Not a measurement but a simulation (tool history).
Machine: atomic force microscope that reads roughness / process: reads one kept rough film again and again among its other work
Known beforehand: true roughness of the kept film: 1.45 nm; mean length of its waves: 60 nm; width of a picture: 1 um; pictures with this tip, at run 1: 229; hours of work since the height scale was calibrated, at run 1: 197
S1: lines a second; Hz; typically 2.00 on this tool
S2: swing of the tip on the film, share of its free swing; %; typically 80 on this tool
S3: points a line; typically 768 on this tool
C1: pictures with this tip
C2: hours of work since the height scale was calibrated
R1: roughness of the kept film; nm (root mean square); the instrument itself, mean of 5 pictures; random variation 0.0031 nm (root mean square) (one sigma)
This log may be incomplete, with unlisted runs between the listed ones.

| run | day | S1 | S2 | S3 | C1 | C2 | R1 |
|---|---|---|---|---|---|---|---|
| 1 | 0.000 | 2.00 | 80 | 768 | 229 | 197 | 1.140 |
| 2 | 0.504 | 2.00 | 80 | 768 | 248 | 202 | 1.138 |
| 3 | 0.796 | 2.00 | 80 | 768 | 258 | 205 | 1.128 |
| 4 | 1.054 | 2.00 | 80 | 768 | 268 | 208 | 1.135 |
| 5 | 1.612 | 2.00 | 80 | 768 | 289 | 214 | 1.130 |
|  | 2.008 | new tip fitted |
| 6 | 2.025 | 2.00 | 80 | 768 | 1 | 219 | 1.184 |
| 7 | 2.542 | 2.00 | 80 | 768 | 20 | 224 | 1.181 |
| 8 | 2.842 | 2.00 | 80 | 768 | 31 | 228 | 1.178 |
| 9 | 3.088 | 1.48 | 80 | 768 | 40 | 230 | 1.226 |
| 10 | 3.504 | 1.48 | 80 | 768 | 56 | 235 | 1.227 |
| 11 | 3.783 | 2.00 | 80 | 414 | 66 | 238 | 1.168 |
| 12 | 4.183 | 2.00 | 80 | 768 | 81 | 243 | 1.166 |
| 13 | 4.575 | 2.00 | 80 | 768 | 96 | 247 | 1.165 |
| 14 | 5.058 | 2.00 | 80 | 768 | 114 | 252 | 1.164 |
| 15 | 5.575 | 2.00 | 80 | 768 | 133 | 258 | 1.155 |
| 16 | 6.033 | 2.00 | 80 | 768 | 150 | 263 | 1.148 |
| 17 | 6.371 | 2.00 | 80 | 768 | 163 | 267 | 1.149 |
| 18 | 6.875 | 2.00 | 80 | 768 | 182 | 272 | 1.150 |
| 19 | 7.171 | 2.00 | 80 | 768 | 193 | 276 | 1.151 |
| 20 | 7.583 | 2.00 | 80 | 768 | 208 | 280 | 1.145 |
| 21 | 7.862 | 1.34 | 80 | 768 | 219 | 283 | 1.206 |
| 22 | 8.108 | 1.34 | 80 | 768 | 228 | 286 | 1.205 |
| 23 | 8.450 | 1.34 | 80 | 768 | 241 | 290 | 1.202 |
| 24 | 9.012 | 1.34 | 80 | 768 | 262 | 296 | 1.201 |
| 25 | 9.446 | 2.00 | 80 | 768 | 278 | 301 | 1.125 |
| 26 | 9.967 | 2.00 | 80 | 768 | 298 | 306 | 1.120 |
|  | 10.125 | new tip fitted |
| 27 | 10.229 | 2.16 | 58 | 768 | 4 | 309 | 1.347 |
| 28 | 10.492 | 2.98 | 82 | 830 | 13 | 312 | 1.057 |
| 29 | 10.725 | 2.00 | 80 | 368 | 22 | 315 | 1.178 |
| 30 | 11.262 | 2.00 | 62 | 487 | 42 | 321 | 1.321 |
| 31 | 11.496 | 1.72 | 80 | 768 | 51 | 323 | 1.204 |
| 32 | 11.779 | 2.95 | 89 | 586 | 62 | 326 | 0.960 |
| 33 | 12.258 | 1.42 | 79 | 951 | 80 | 332 | 1.245 |
| 34 | 12.779 | 3.89 | 72 | 768 | 99 | 337 | 1.111 |
| 35 | 13.088 | 1.63 | 72 | 674 | 110 | 341 | 1.266 |
| 36 | 13.429 | 2.00 | 66 | 950 | 123 | 344 | 1.277 |
| 37 | 13.979 | 2.48 | 78 | 768 | 144 | 351 | 1.133 |
| 38 | 14.400 | 2.48 | 78 | 980 | 159 | 355 | 1.128 |
| 39 | 14.888 | 2.00 | 84 | 426 | 178 | 361 | 1.109 |
| 40 | 15.379 | 1.35 | 63 | 691 | 196 | 366 | 1.307 |
| 41 | 15.825 | 2.00 | 77 | 627 | 213 | 371 | 1.167 |
| 42 | 16.325 | 2.00 | 77 | 627 | 231 | 376 | 1.167 |
| 43 | 16.646 | 2.00 | 74 | 342 | 244 | 380 | 1.190 |
| 44 | 17.192 | 2.39 | 80 | 491 | 264 | 386 | 1.097 |

Expected results for the next run?
| 45 | 17.529 | 2.39 | 80 | 491 | 276 | 390 | ? |

R1: 1.097 nm (root mean square)
On a tool with no hidden condition, and with the same random variation, this run would have come out at R1 1.148 nm (root mean square).
